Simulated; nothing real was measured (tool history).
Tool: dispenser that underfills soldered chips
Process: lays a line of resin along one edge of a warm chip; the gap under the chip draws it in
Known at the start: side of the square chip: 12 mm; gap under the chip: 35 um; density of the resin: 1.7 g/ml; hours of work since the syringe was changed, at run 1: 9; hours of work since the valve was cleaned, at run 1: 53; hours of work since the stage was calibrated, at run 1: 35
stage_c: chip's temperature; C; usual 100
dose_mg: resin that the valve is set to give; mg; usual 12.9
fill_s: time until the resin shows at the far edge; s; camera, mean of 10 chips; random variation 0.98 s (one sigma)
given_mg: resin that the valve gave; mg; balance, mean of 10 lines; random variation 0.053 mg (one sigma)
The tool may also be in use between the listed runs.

run,hour,stage_c,dose_mg,hours of work since the syringe was changed,hours of work since the valve was cleaned,hours of work since the stage was calibrated,fill_s,given_mg
1,0.0,100,12.9,9,53,35,129.5,12.61
# hour 2.8: new syringe of resin
2,11.3,100,15.0,6,60,42,109.6,14.55
# hour 13.2: dispensing valve cleaned and set on the balance
# hour 20.8: new syringe of resin
3,22.4,104,12.9,1,6,49,82.2,12.94
4,32.3,104,12.9,8,12,55,99.8,12.92
# hour 37.2: new syringe of resin
5,42.6,113,12.9,4,19,62,61.0,12.79
6,50.6,113,12.9,9,24,67,71.6,12.82
# hour 53.5: new syringe of resin
7,57.1,113,12.9,2,28,71,58.4,12.86
8,67.2,100,12.9,9,35,78,126.8,12.68
# hour 69.8: new syringe of resin
9,78.0,100,12.8,5,42,85,115.1,12.62
10,85.7,100,12.9,10,47,90,130.3,12.73
# hour 86.7: new syringe of resin
11,93.1,100,12.9,4,52,95,109.7,12.63
# hour 103.3: new syringe of resin
12,104.4,105,12.2,1,59,102,78.9,11.85
# hour 108.2: dispensing valve cleaned and set on the balance
13,116.0,111,14.8,8,5,109,71.8,14.86
# hour 120.9: new syringe of resin
14,125.6,111,14.8,3,11,115,63.6,14.92
15,131.0,87,13.8,7,15,119,216.2,13.80
# hour 137.2: new syringe of resin
16,138.2,94,16.5,1,19,123,127.5,16.47
17,143.9,94,16.5,4,23,127,141.5,16.42
# hour 153.6: new syringe of resin
18,154.6,94,16.5,1,30,134,127.4,16.33

Forecast run 19:
19,162.3,100,16.1,6,35,139,?,?

{"run 19": {"fill_s": 112.0, "given_mg": 15.86}}
Without the tool's hidden state the same run would have given fill_s 92.0 s, given_mg 16.04 mg.

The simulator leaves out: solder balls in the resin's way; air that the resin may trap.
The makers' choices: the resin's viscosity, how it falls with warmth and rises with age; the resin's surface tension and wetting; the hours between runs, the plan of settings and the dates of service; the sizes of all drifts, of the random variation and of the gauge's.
